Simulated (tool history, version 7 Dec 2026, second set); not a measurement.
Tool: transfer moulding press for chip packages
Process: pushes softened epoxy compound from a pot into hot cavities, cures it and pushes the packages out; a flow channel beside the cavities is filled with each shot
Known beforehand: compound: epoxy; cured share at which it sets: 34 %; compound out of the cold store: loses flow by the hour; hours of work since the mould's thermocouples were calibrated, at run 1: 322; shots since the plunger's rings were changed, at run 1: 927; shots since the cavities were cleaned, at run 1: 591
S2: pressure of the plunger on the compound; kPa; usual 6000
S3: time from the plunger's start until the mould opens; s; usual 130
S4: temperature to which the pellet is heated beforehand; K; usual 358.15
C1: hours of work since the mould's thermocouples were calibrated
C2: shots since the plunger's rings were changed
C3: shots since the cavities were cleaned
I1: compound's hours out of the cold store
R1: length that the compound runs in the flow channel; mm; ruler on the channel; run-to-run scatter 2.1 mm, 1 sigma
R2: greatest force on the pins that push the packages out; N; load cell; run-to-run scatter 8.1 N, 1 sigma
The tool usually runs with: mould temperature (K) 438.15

Run 1, day 0: usual settings; C1 322; C2 927; C3 591; I1 30.6. Result: R1 537 mm, R2 352 N.
At day 0.508: cavities cleaned with cleaning compound and waxed.
Run 2, day 0.633: usual settings; C1 329; C2 1043; C3 25; I1 45.6. Result: R1 512 mm, R2 355 N.
Run 3, day 0.954: usual settings but S2 6780 kPa; C1 333; C2 1108; C3 90; I1 20.5. Result: R1 584 mm, R2 356 N.
Run 4, day 1.371: usual settings but S2 6780 kPa; C1 339; C2 1194; C3 176; I1 35.7. Result: R1 561 mm, R2 340 N.
Run 5, day 2.083: usual settings; C1 348; C2 1339; C3 321; I1 27.2. Result: R1 541 mm, R2 366 N.
Run 6, day 2.542: usual settings; C1 354; C2 1431; C3 413; I1 15.8. Result: R1 554 mm, R2 360 N.
Run 7, day 2.854: usual settings but S3 140 s; C1 358; C2 1495; C3 477; I1 23.7. Result: R1 540 mm, R2 330 N.
Run 8, day 3.454: usual settings; C1 366; C2 1617; C3 599; I1 44.7. Result: R1 515 mm, R2 364 N.
At day 3.908: cavities cleaned with cleaning compound and waxed.
Run 9, day 4.204: usual settings; C1 375; C2 1757; C3 60; I1 37.8. Result: R1 525 mm, R2 348 N.
Run 10, day 4.558: usual settings; C1 380; C2 1829; C3 132; I1 27.8. Result: R1 538 mm, R2 363 N.
Run 11, day 5.025: usual settings but S2 7390 kPa; C1 386; C2 1924; C3 227; I1 11.9. Result: R1 619 mm, R2 373 N.
Run 12, day 5.662: usual settings but S2 7390 kPa; C1 394; C2 2054; C3 357; I1 27. Result: R1 597 mm, R2 348 N.
Run 13, day 5.992: usual settings but S2 7390 kPa; C1 398; C2 2121; C3 424; I1 17.8. Result: R1 611 mm, R2 367 N.
Run 14, day 6.6: usual settings; C1 406; C2 2244; C3 547; I1 26.6. Result: R1 540 mm, R2 351 N.
Run 15, day 6.921: usual settings but S3 127 s, S4 354.15 K; C1 410; C2 2309; C3 612; I1 10.8. Result: R1 559 mm, R2 370 N.
At day 7.308: cavities cleaned with cleaning compound and waxed.
At day 7.625: mould's thermocouples calibrated.
Run 16, day 7.704: usual settings but S2 6780 kPa, S3 161 s, S4 362.15 K; C1 1; C2 2439; C3 63; I1 24.9. Result: R1 574 mm, R2 311 N.
Run 17, day 8.396: usual settings but mould temperature (K) 433.15; C1 10; C2 2580; C3 204; I1 46.2. Result: R1 519 mm, R2 454 N.
At day 8.55: plunger's sealing rings changed.
Run 18, day 8.917: usual settings but mould temperature (K) 433.15; C1 15; C2 74; C3 288; I1 42.6. Result: R1 523 mm, R2 461 N.
Run 19, day 9.317: usual settings but mould temperature (K) 433.15, S4 348.15 K; C1 21; C2 156; C3 370; I1 18.2. Result: R1 558 mm, R2 486 N.
Run 20, day 9.792: usual settings but mould temperature (K) 433.15, S4 348.15 K; C1 27; C2 253; C3 467; I1 36.2. Result: R1 534 mm, R2 463 N.
Run 21, day 10.483: usual settings but mould temperature (K) 432.15, S2 4860 kPa, S3 112 s, S4 350.15 K; C1 36; C2 393; C3 607; I1 38.8. Result: R1 478 mm, R2 659 N.
At day 10.875: cavities cleaned with cleaning compound and waxed.
Run 22, day 10.921: usual settings but mould temperature (K) 444.15, S2 4910 kPa, S3 141 s, S4 361.15 K; C1 41; C2 469; C3 9; I1 24.2. Result: R1 483 mm, R2 302 N.
Run 23, day 11.421: usual settings but mould temperature (K) 446.15, S2 5680 kPa, S3 141 s, S4 352.15 K; C1 47; C2 571; C3 111; I1 29.3. Result: R1 511 mm, R2 308 N.
Run 24, day 12.058: usual settings but mould temperature (K) 435.15; C1 56; C2 701; C3 241; I1 42.1. Result: R1 523 mm, R2 406 N.
Run 25, day 12.667: usual settings but S3 128 s; C1 64; C2 824; C3 364; I1 42.1. Result: R1 516 mm, R2 375 N.
Run 26, day 13.058: usual settings but S3 120 s; C1 69; C2 904; C3 444; I1 15.9. Result: R1 553 mm, R2 413 N.
Run 27, day 13.446: usual settings but S3 120 s; C1 74; C2 983; C3 523; I1 30.3. Result: R1 534 mm, R2 387 N.
Run 28, day 13.925: usual settings but S3 120 s; C1 80; C2 1081; C3 621; I1 21.5. Result: R1 547 mm, R2 403 N.

Entry by entry between the runs, the difference in hidden state between the last listed run before and the first listed run after:
In the gap between runs 1 and 2: cavities cleaned with cleaning compound and waxed (day 0.508)
  pressure that reaches the compound, % of what is set: 99.95 -> 99.94; grip of the stained cavities, % over clean ones': 1.1 -> 0.1
In the gap between runs 8 and 9: cavities cleaned with cleaning compound and waxed (day 3.908)
  pressure that reaches the compound, % of what is set: 99.92 -> 99.91; grip of the stained cavities, % over clean ones': 1.1 -> 0.2
In the gap between runs 15 and 16: cavities cleaned with cleaning compound and waxed (day 7.308); mould's thermocouples calibrated (day 7.625)
  true mould temperature over the reading, C: -0.02 -> 0; pressure that reaches the compound, % of what is set: 99.89 -> 99.88; grip of the stained cavities, % over clean ones': 1.1 -> 0.2
In the gap between runs 17 and 18: plunger's sealing rings changed (day 8.55)
  pressure that reaches the compound, % of what is set: 99.87 -> 99.98; grip of the stained cavities, % over clean ones': 0.5 -> 0.7
In the gap between runs 21 and 22: cavities cleaned with cleaning compound and waxed (day 10.875)
  pressure that reaches the compound, % of what is set: 99.97 -> 99.96; grip of the stained cavities, % over clean ones': 1.1 -> 0.1

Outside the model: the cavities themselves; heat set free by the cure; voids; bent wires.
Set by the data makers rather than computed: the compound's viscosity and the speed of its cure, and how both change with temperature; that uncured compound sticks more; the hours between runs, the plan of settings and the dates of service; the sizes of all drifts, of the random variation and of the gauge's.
